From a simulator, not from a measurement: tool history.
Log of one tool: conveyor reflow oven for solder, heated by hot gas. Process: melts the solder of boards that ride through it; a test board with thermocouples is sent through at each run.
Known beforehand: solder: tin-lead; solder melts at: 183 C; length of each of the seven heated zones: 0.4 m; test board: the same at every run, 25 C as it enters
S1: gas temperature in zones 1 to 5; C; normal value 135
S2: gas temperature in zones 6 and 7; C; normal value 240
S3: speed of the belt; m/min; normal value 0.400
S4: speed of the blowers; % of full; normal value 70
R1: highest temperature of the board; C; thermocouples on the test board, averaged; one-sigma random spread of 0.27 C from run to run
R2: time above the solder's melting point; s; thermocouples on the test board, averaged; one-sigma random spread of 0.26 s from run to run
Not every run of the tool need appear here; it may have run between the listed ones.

{"run": 1, "hour": 0.0, "S1": 135, "S2": 240, "S3": 0.4, "S4": 70, "R1": 226.6, "R2": 100.6}
{"run": 2, "hour": 16.8, "S1": 135, "S2": 240, "S3": 0.4, "S4": 70, "R1": 226.9, "R2": 100.1}
{"run": 3, "hour": 38.0, "S1": 135, "S2": 240, "S3": 0.4, "S4": 70, "R1": 226.5, "R2": 99.8}
{"run": 4, "hour": 69.8, "S1": 135, "S2": 240, "S3": 0.418, "S4": 70, "R1": 224.7, "R2": 93.7}
{"run": 5, "hour": 100.8, "S1": 135, "S2": 240, "S3": 0.418, "S4": 85, "R1": 226.3, "R2": 95.5}
{"run": 6, "hour": 117.5, "S1": 135, "S2": 240, "S3": 0.4, "S4": 64, "R1": 225.5, "R2": 98.6}
{"run": 7, "hour": 140.2, "S1": 135, "S2": 240, "S3": 0.464, "S4": 70, "R1": 221.3, "R2": 80.3}
{"run": 8, "hour": 155.5, "S1": 135, "S2": 240, "S3": 0.4, "S4": 70, "R1": 225.9, "R2": 99.4}
{"run": 9, "hour": 183.0, "S1": 135, "S2": 240, "S3": 0.438, "S4": 70, "R1": 222.6, "R2": 87.1}
{"run": 10, "hour": 214.0, "S1": 135, "S2": 240, "S3": 0.438, "S4": 70, "R1": 222.5, "R2": 87.6}
{"hour": 229.8, "done": "flux residue cleaned out of gas plates and filters"}
{"run": 11, "hour": 247.9, "S1": 135, "S2": 240, "S3": 0.438, "S4": 70, "R1": 223.2, "R2": 88.0}
{"run": 12, "hour": 275.6, "S1": 135, "S2": 240, "S3": 0.438, "S4": 70, "R1": 222.9, "R2": 88.2}
{"run": 13, "hour": 304.9, "S1": 135, "S2": 240, "S3": 0.438, "S4": 70, "R1": 223.4, "R2": 88.1}
{"run": 14, "hour": 335.8, "S1": 135, "S2": 240, "S3": 0.4, "S4": 70, "R1": 225.6, "R2": 99.4}
{"run": 15, "hour": 362.5, "S1": 135, "S2": 240, "S3": 0.4, "S4": 70, "R1": 225.8, "R2": 99.6}
{"run": 16, "hour": 375.9, "S1": 135, "S2": 240, "S3": 0.427, "S4": 62, "R1": 222.1, "R2": 89.4}
{"run": 17, "hour": 389.5, "S1": 135, "S2": 240, "S3": 0.448, "S4": 70, "R1": 221.5, "R2": 84.0}
{"run": 18, "hour": 403.8, "S1": 140, "S2": 253, "S3": 0.4, "S4": 58, "R1": 236.9, "R2": 110.6}
{"run": 19, "hour": 430.1, "S1": 140, "S2": 253, "S3": 0.4, "S4": 58, "R1": 237.2, "R2": 110.7}
{"run": 20, "hour": 448.2, "S1": 140, "S2": 253, "S3": 0.4, "S4": 58, "R1": 236.1, "R2": 110.9}
{"run": 21, "hour": 472.9, "S1": 140, "S2": 253, "S3": 0.4, "S4": 58, "R1": 236.5, "R2": 111.0}
{"run": 22, "hour": 492.6, "S1": 135, "S2": 241, "S3": 0.367, "S4": 51, "R1": 225.8, "R2": 108.9}
{"hour": 504.2, "done": "flux residue cleaned out of gas plates and filters"}
{"run": 23, "hour": 516.6, "S1": 135, "S2": 241, "S3": 0.367, "S4": 51, "R1": 226.4, "R2": 109.3}
{"run": 24, "hour": 540.6, "S1": 134, "S2": 240, "S3": 0.386, "S4": 70, "R1": 226.2, "R2": 103.8}
{"run": 25, "hour": 561.0, "S1": 136, "S2": 240, "S3": 0.386, "S4": 73, "R1": 226.7, "R2": 105.0}
{"run": 26, "hour": 588.5, "S1": 134, "S2": 240, "S3": 0.321, "S4": 70, "R1": 230.8, "R2": 130.8}
{"run": 27, "hour": 603.3, "S1": 135, "S2": 240, "S3": 0.4, "S4": 55, "R1": 223.5, "R2": 96.6}
{"run": 28, "hour": 635.0, "S1": 135, "S2": 240, "S3": 0.4, "S4": 55, "R1": 222.7, "R2": 96.6}
{"run": 29, "hour": 656.5, "S1": 135, "S2": 240, "S3": 0.343, "S4": 55, "R1": 228.4, "R2": 118.8}
{"run": 30, "hour": 683.1, "S1": 135, "S2": 240, "S3": 0.36, "S4": 74, "R1": 227.6, "R2": 114.1}

Hidden state or all else? Some run-to-run changes of R1, split into what the settings, what came in and random variation would give without the hidden state, and what is left for the hidden state (with any gauge scatter that isn't in both results):
The tool's hidden condition here consists of: heat that the gas passes to the board, % of a clean oven's; belt's true speed, % of the reading; true gas temperature in zones 6 and 7 over the reading, C; drift of the gauge itself on peak_c, C; drift of the gauge itself on liquid_s, %.
Run 4 -> 5: S4 70 -> 85. R1 +1.6 C: hidden state -0.3, all else +1.9.
Run 10 -> 11: flux residue cleaned out of gas plates and filters. R1 +0.7 C: hidden state +0.6, all else +0.1.
Run 17 -> 18: S1 135 -> 140, S2 240 -> 253, S3 0.448 -> 0.400, S4 70 -> 58. R1 +15.4 C: hidden state +0.0, all else +15.4.
Run 21 -> 22: S1 140 -> 135, S2 253 -> 241, S3 0.400 -> 0.367, S4 58 -> 51. R1 -10.7 C: hidden state +0.0, all else -10.7.
Run 22 -> 23: flux residue cleaned out of gas plates and filters. R1 +0.6 C: hidden state +0.6, all else +0.0.
Run 26 -> 27: S1 134 -> 135, S3 0.321 -> 0.400, S4 70 -> 55. R1 -7.3 C: hidden state +0.1, all else -7.4.

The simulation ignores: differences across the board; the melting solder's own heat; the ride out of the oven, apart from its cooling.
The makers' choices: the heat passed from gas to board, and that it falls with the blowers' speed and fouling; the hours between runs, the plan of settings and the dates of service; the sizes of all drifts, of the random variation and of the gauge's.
